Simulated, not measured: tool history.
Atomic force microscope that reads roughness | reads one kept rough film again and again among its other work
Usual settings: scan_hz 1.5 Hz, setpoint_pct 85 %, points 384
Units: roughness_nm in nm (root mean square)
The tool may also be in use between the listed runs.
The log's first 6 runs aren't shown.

run	hour	scan_hz	setpoint_pct	points	roughness_nm
7	55.5	1.5	85	258	3.711
# hour 58.8: new tip fitted
8	64.7	1.5	85	258	4.099
9	74.8	1.5	85	384	4.052
10	83.2	1.5	85	384	3.999
11	88.9	1.5	85	384	3.929
12	95.8	1.5	85	384	3.863
13	106.5	1.5	58	384	4.273
14	116.1	1.5	58	384	4.203
# hour 117.4: new tip fitted
15	126.7	1.5	58	384	4.722
16	136.7	1.5	58	384	4.613
17	142.8	1.5	58	384	4.516
18	151.1	1.17	57	361	4.488
19	157.5	1.17	57	361	4.438
20	164.6	3.47	63	842	3.978
21	171.1	1.89	63	842	4.159
# hour 175.9: new tip fitted
22	181	1.89	63	842	4.629
23	191.6	1.43	69	384	4.485
24	201.8	1.43	69	384	4.372
25	207	1.07	69	670	4.414

Forecast run 26:
26	217.4	1.07	69	670	?

{"run 26": {"roughness_nm": 4.289}}
Without the tool's hidden state the same run would have given roughness_nm 4.691 nm (root mean square).
